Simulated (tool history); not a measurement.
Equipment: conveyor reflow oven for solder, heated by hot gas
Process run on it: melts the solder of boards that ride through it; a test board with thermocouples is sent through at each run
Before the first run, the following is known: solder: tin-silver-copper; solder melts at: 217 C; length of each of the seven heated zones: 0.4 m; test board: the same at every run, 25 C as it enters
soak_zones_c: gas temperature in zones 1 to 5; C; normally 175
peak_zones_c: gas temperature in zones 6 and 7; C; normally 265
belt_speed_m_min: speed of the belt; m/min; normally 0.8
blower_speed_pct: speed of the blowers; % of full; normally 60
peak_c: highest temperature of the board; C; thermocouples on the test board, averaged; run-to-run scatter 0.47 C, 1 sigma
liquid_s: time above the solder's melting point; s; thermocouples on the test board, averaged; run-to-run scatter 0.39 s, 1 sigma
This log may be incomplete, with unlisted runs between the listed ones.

| run | hour | soak_zones_c | peak_zones_c | belt_speed_m_min | blower_speed_pct | peak_c | liquid_s |
|---|---|---|---|---|---|---|---|
| 1 | 0 | 175 | 265 | 0.8 | 60 | 246.8 | 42.3 |
| 2 | 21.6 | 175 | 265 | 0.8 | 60 | 246.5 | 41.4 |
| 3 | 43.8 | 175 | 265 | 0.8 | 60 | 247.6 | 41.2 |
| 4 | 62.5 | 175 | 265 | 0.8 | 60 | 247.2 | 41.5 |
| 5 | 76.7 | 161 | 265 | 0.8 | 60 | 243.3 | 35.6 |
| 6 | 91.9 | 175 | 265 | 0.8 | 60 | 246.4 | 41.1 |
| 7 | 110.2 | 175 | 265 | 0.8 | 60 | 246.5 | 41.3 |
| 8 | 130.5 | 175 | 265 | 0.8 | 60 | 246 | 41.5 |
| 9 | 142.5 | 175 | 265 | 0.8 | 60 | 245.9 | 41.2 |
| 10 | 159.4 | 175 | 265 | 0.8 | 60 | 245.7 | 40.9 |
| 11 | 174.7 | 170 | 265 | 0.811 | 60 | 244 | 37.9 |
|  | 181 | flux residue cleaned out of gas plates and filters |
| 12 | 201 | 170 | 265 | 0.811 | 60 | 243.2 | 37.5 |
| 13 | 219.6 | 170 | 265 | 0.828 | 90 | 246.6 | 40.3 |
| 14 | 238 | 170 | 253 | 0.957 | 90 | 232.5 | 22.1 |
| 15 | 253.4 | 181 | 253 | 0.892 | 58 | 232 | 25.3 |
| 16 | 274.4 | 175 | 265 | 0.8 | 77 | 246.5 | 42.3 |
| 17 | 293.4 | 175 | 265 | 0.8 | 77 | 247.7 | 41.1 |
| 18 | 311.7 | 175 | 264 | 0.655 | 75 | 251.8 | 56.6 |
| 19 | 333.7 | 185 | 265 | 0.757 | 60 | 248 | 49 |

Table of differences, measured result less the result of that run with no hidden state. Run-to-run variation is the same in both. Gauge scatter possibly is not:
The hidden state here: heat that the gas passes to the board, % of a clean oven's; belt's true speed, % of the reading; true gas temperature in zones 6 and 7 over the reading, C; drift of the gauge itself on peak_c, C; drift of the gauge itself on liquid_s, %.
| run | peak_c | liquid_s |
|---|---|---|
| 1 | -0.8 | -0.1 |
| 2 | -0.8 | -0.2 |
| 3 | -0.9 | -0.3 |
| 4 | -1.1 | -0.4 |
| 5 | -1.3 | -0.7 |
| 6 | -1.3 | -0.5 |
| 7 | -1.3 | -0.7 |
| 8 | -1.5 | -0.8 |
| 9 | -1.6 | -0.8 |
| 10 | -1.7 | -0.9 |
| 11 | -1.8 | -1.1 |
| 12 | -2.7 | -2 |
| 13 | -3.2 | -1.9 |
| 14 | -3.4 | -3.5 |
| 15 | -2.8 | -3.1 |
| 16 | -3.3 | -2.1 |
| 17 | -3.4 | -2.1 |
| 18 | -2.8 | -1.6 |
| 19 | -3.1 | -1.8 |
